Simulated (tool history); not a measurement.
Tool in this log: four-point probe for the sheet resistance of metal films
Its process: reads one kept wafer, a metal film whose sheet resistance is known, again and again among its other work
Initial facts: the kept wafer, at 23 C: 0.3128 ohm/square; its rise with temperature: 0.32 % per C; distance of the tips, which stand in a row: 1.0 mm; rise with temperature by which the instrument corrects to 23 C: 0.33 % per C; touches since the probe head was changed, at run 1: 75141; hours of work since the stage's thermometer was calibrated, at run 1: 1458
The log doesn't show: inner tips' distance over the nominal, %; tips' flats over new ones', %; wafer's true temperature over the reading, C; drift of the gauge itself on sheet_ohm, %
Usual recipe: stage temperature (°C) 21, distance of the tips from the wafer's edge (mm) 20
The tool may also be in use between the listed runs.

run   hour  stage temperature (°C)  distance of the tips from the wafer's edge (mm)  touches since the probe head was changed  hours of work since the stage's thermometer was calibrated  sheet resistance as the instrument gives it (ohm/square)
  1    0.0                      21                                               20                                     75141                                                        1458                                                  0.313046
  2   34.6                      21                                               20                                     76868                                                        1478                                                  0.312963
  3   59.2                      33                                               20                                     78094                                                        1492                                                  0.312648
  4   86.5                      21                                               11                                     79458                                                        1507                                                  0.313884
  5  117.4                      21                                               11                                     81000                                                        1525                                                  0.313782
  6  141.8                      21                                               11                                     82218                                                        1538                                                  0.313830
  7  177.9                      21                                               11                                     84023                                                        1559                                                  0.313781
  8  204.1                      21                                               20                                     85328                                                        1574                                                  0.312819
  9  228.6                      21                                               20                                     86554                                                        1588                                                  0.312809
 10  252.3                      21                                               20                                     87738                                                        1601                                                  0.312844
 11  271.1                      21                                               20                                     88674                                                        1612                                                  0.312773
 12  302.6                      20                                               20                                     90248                                                        1629                                                  0.312709
 13  339.5                      20                                               20                                     92087                                                        1650                                                  0.312612
 14  377.6                      28                                               29                                     93988                                                        1672                                                  0.312316
 15  405.2                      32                                                9                                     95371                                                        1688                                                  0.314024
 16  433.9                      32                                                9                                     96802                                                        1704                                                  0.314075
 17  452.1                      32                                                9                                     97711                                                        1714                                                  0.313969
 18  488.7                      32                                                9                                     99538                                                        1735                                                  0.314021
 19  521.8                      30                                               18                                    101191                                                        1754                                                  0.312449
 20  541.0                      30                                               18                                    102146                                                        1764                                                  0.312405
 21  566.1                      25                                                3                                    103401                                                        1779                                                  0.329525
 22  592.5                      25                                                3                                    104716                                                        1794                                                  0.329536
 23  628.8                      33                                               42                                    106532                                                        1814                                                  0.311803
 24  648.6                      33                                               31                                    107521                                                        1825                                                  0.311959
 25  687.0                      34                                               17                                    109438                                                        1847                                                  0.312245
 26  704.6                      31                                                4                                    110312                                                        1857                                                  0.321917

What if the next run were any one of these 4? Each begins from the tool's condition after run 26:
  A  737.2                      22                                                6                                    111942                                                        1875                                                         ?
  B  737.2                      20                                               15                                    111942                                                        1875                                                         ?
  C  737.2                      23                                                5                                    111942                                                        1875                                                         ?
  D  737.2                      22                                               11                                    111942                                                        1875                                                         ?

run  sheet resistance as the instrument gives it (ohm/square)
  A                                                  0.316540
  B                                                  0.312787
  C                                                  0.318534
  D                                                  0.313306
Take away the tool's hidden state, keep each run's random variation, and the runs would have read:
run  sheet resistance as the instrument gives it (ohm/square)
  A                                                  0.317441
  B                                                  0.313676
  C                                                  0.319442
  D                                                  0.314199
